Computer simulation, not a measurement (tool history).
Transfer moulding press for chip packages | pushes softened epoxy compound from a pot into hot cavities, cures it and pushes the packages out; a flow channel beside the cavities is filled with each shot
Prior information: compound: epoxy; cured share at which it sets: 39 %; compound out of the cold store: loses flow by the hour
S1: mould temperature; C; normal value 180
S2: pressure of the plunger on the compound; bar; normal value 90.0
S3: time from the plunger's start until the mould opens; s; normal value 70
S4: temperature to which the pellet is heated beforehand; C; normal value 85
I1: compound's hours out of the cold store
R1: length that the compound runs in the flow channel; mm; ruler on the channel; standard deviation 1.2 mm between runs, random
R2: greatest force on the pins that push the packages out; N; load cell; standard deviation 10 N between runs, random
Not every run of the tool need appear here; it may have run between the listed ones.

run	hour	S1	S2	S3	S4	I1	R1	R2
1	0.0	180	90.0	70	85	39.9	523	477
# hour 15.0: cavities cleaned with cleaning compound and waxed
# hour 57.0: cavities cleaned with cleaning compound and waxed
2	89.1	180	94.7	70	85	41.4	534	442
# hour 101.7: cavities cleaned with cleaning compound and waxed
# hour 147.1: cavities cleaned with cleaning compound and waxed
3	185.7	180	90.0	70	85	21.0	558	494
# hour 194.5: cavities cleaned with cleaning compound and waxed
# hour 206.6: plunger's sealing rings changed
# hour 241.5: cavities cleaned with cleaning compound and waxed
4	275.1	180	105.7	70	85	17.3	614	493
# hour 286.8: cavities cleaned with cleaning compound and waxed
# hour 332.2: cavities cleaned with cleaning compound and waxed
# hour 377.4: cavities cleaned with cleaning compound and waxed
5	379.3	180	90.0	55	85	23.4	552	784
# hour 418.2: cavities cleaned with cleaning compound and waxed
# hour 458.5: plunger's sealing rings changed
# hour 466.2: cavities cleaned with cleaning compound and waxed
6	475.7	180	90.0	70	85	24.5	550	483
# hour 513.2: cavities cleaned with cleaning compound and waxed
# hour 557.7: cavities cleaned with cleaning compound and waxed
7	557.9	180	84.6	70	85	45.8	497	444
# hour 601.7: cavities cleaned with cleaning compound and waxed
# hour 643.2: cavities cleaned with cleaning compound and waxed
8	643.2	180	84.6	70	79	34.2	517	479
# hour 687.8: cavities cleaned with cleaning compound and waxed
# hour 711.3: plunger's sealing rings changed
9	722.2	180	84.6	70	79	33.2	519	466
# hour 734.8: cavities cleaned with cleaning compound and waxed
10	769.9	180	84.6	70	79	33.6	518	477
# hour 779.9: cavities cleaned with cleaning compound and waxed
# hour 825.6: cavities cleaned with cleaning compound and waxed
11	846.8	180	84.6	70	79	36.5	513	466
# hour 870.2: cavities cleaned with cleaning compound and waxed
# hour 911.4: cavities cleaned with cleaning compound and waxed
12	912.4	176	90.0	70	85	8.1	595	624
# hour 957.6: cavities cleaned with cleaning compound and waxed
# hour 968.4: plunger's sealing rings changed
13	980.6	184	90.0	70	95	12.8	563	413
# hour 1002.5: cavities cleaned with cleaning compound and waxed
# hour 1046.2: cavities cleaned with cleaning compound and waxed
14	1058.1	177	90.0	73	85	46.7	518	486
# hour 1091.7: cavities cleaned with cleaning compound and waxed
# hour 1111.0: mould's thermocouples calibrated
15	1115.6	175	79.3	57	92	26.1	524	997
# hour 1136.2: cavities cleaned with cleaning compound and waxed
# hour 1180.4: cavities cleaned with cleaning compound and waxed
16	1214.1	175	79.3	57	92	34.6	510	957
# hour 1224.0: plunger's sealing rings changed
# hour 1225.5: cavities cleaned with cleaning compound and waxed
# hour 1266.8: cavities cleaned with cleaning compound and waxed
17	1282.0	180	96.1	70	86	19.5	579	478
# hour 1312.7: cavities cleaned with cleaning compound and waxed
# hour 1357.0: cavities cleaned with cleaning compound and waxed
18	1379.5	186	90.8	70	85	8.9	570	408
# hour 1397.9: cavities cleaned with cleaning compound and waxed
# hour 1441.6: cavities cleaned with cleaning compound and waxed
19	1450.1	174	90.0	109	81	9.2	598	375
# hour 1479.1: plunger's sealing rings changed
# hour 1489.1: cavities cleaned with cleaning compound and waxed
20	1523.0	174	90.0	109	81	13.4	589	384

Predict each of these 4 candidate next runs independently; none follows another, all start after run 20:
# hour 1533.7: cavities cleaned with cleaning compound and waxed
# hour 1578.0: cavities cleaned with cleaning compound and waxed
# hour 1622.4: cavities cleaned with cleaning compound and waxed
A	1627.2	180	89.1	77	87	9.4	?	?
# hour 1533.7: cavities cleaned with cleaning compound and waxed
# hour 1578.0: cavities cleaned with cleaning compound and waxed
# hour 1622.4: cavities cleaned with cleaning compound and waxed
B	1627.2	180	100.6	70	88	19.0	?	?
# hour 1533.7: cavities cleaned with cleaning compound and waxed
# hour 1578.0: cavities cleaned with cleaning compound and waxed
# hour 1622.4: cavities cleaned with cleaning compound and waxed
C	1627.2	184	108.2	108	85	8.7	?	?
# hour 1533.7: cavities cleaned with cleaning compound and waxed
# hour 1578.0: cavities cleaned with cleaning compound and waxed
# hour 1622.4: cavities cleaned with cleaning compound and waxed
D	1627.2	185	90.0	61	82	28.5	?	?

run	R1	R2
A	578	408
B	592	472
C	630	363
D	533	470
The same runs, with their run-to-run variation unchanged, on a tool lacking any hidden condition would have given:
run	R1	R2
A	578	407
B	592	471
C	631	362
D	533	468

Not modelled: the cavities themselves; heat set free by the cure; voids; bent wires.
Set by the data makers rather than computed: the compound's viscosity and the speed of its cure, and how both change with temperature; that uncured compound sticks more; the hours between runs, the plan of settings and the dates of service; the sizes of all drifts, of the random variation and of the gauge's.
